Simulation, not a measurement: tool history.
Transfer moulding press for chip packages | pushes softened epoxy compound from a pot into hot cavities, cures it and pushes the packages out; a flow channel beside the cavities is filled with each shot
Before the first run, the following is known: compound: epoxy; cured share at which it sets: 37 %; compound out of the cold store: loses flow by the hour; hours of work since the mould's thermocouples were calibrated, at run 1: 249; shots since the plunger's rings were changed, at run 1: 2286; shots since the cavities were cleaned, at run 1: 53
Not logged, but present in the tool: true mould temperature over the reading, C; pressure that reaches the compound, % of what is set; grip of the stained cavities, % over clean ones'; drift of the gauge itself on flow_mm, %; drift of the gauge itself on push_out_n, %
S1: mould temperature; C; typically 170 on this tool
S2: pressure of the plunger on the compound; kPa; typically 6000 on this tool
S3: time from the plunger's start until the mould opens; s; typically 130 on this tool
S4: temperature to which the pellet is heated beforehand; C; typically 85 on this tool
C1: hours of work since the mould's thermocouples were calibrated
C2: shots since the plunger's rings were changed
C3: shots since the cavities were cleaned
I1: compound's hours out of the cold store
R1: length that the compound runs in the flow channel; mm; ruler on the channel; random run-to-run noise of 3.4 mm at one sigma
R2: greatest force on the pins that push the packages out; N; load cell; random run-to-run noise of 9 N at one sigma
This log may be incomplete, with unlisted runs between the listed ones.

run   hour   S1    S2   S3  S4   C1    C2   C3    I1   R1   R2
  1      0  170  6000  130  85  249  2286   53  47.8  661  439
  2    8.4  170  6000  130  85  256  2387  154  12.8  721  463
  3   12.4  170  6000  130  84  259  2437  204  18.5  706  451
  4   16.9  170  6000  130  84  262  2492  259  47.8  657  465
  5   25.5  170  6000  130  84  269  2595  362   8.4  727  481
  6   30.8  170  6000  130  84  273  2659  426  34.5  675  499
  7   40.1  170  6000  130  84  280  2772  539  32.1  677  543
  8   49.3  170  6000  130  85  287  2885  652   9.4  719  537
      54.5  -- cavities cleaned with cleaning compound and waxed
  9   60.1  170  6000  130  85  295  2997   67  30.3  679  431
 10   66.9  170  6000  128  85  300  3079  149  44.2  655  459
 11   71.7  170  6000  128  85  303  3138  208  39.5  658  472
 12   76.3  170  6060  130  85  307  3194  264  32.1  676  480
 13   82.5  165  6000  130  85  312  3269  339  10.2  728  602
 14   90.6  165  6000  130  85  318  3367  437  31.8  680  620
 15     97  165  6000  130  85  323  3446  516  26.1  692  640
 16  102.3  173  5850  111  85  327  3509  579  44.7  635  545
 17  106.7  173  4590  112  85  330  3562  632  28.4  585  566
     113.3  -- cavities cleaned with cleaning compound and waxed
 18  115.7  173  4590  134  95  336  3653   28   9.7  610  382
     123.7  -- plunger's sealing rings changed
 19  126.7  167  5320  150  85  343    36  132  26.7  689  452
 20  135.7  167  5320  150  85  350   146  242  47.5  659  445
 21  142.7  167  5320  150  85  355   230  326  18.3  702  471
 22  148.5  167  6600  120  85  359   301  397  31.8  755  620
 23    154  167  6600  120  85  364   367  463    10  798  670
 24  163.5  167  6600  120  85  371   482  578  47.3  719  630
 25  169.1  170  6950  121  92  375   550  646  26.9  774  566
       175  -- cavities cleaned with cleaning compound and waxed
 26  175.7  164  4660  130  85  379   613   10  43.9  614  537
 27  185.2  164  4660  130  85  386   727  124    22  655  591
 28  190.9  164  4660  130  85  391   797  194    19  658  613
 29  198.9  164  4660  130  85  397   894  291  35.9  625  624

For some of the steps in R1 from one run to the next: how much would appear even if the tool had no hidden state, given the settings, what came in and random variation, and how much remains for the hidden state plus any gauge scatter that the measured result and the result without hidden state don't share?
Run 1 -> 2: no setting changed, nothing entered. R1 +60 mm: hidden state -5, all else +65.
Run 18 -> 19: S1 173 -> 167, S2 4590 -> 5320, S3 134 -> 150, S4 95 -> 85, plunger's sealing rings changed. R1 +79 mm: hidden state +46, all else +33.
Run 25 -> 26: S1 170 -> 164, S2 6950 -> 4660, S3 121 -> 130, S4 92 -> 85, cavities cleaned with cleaning compound and waxed. R1 -160 mm: hidden state +2, all else -162.
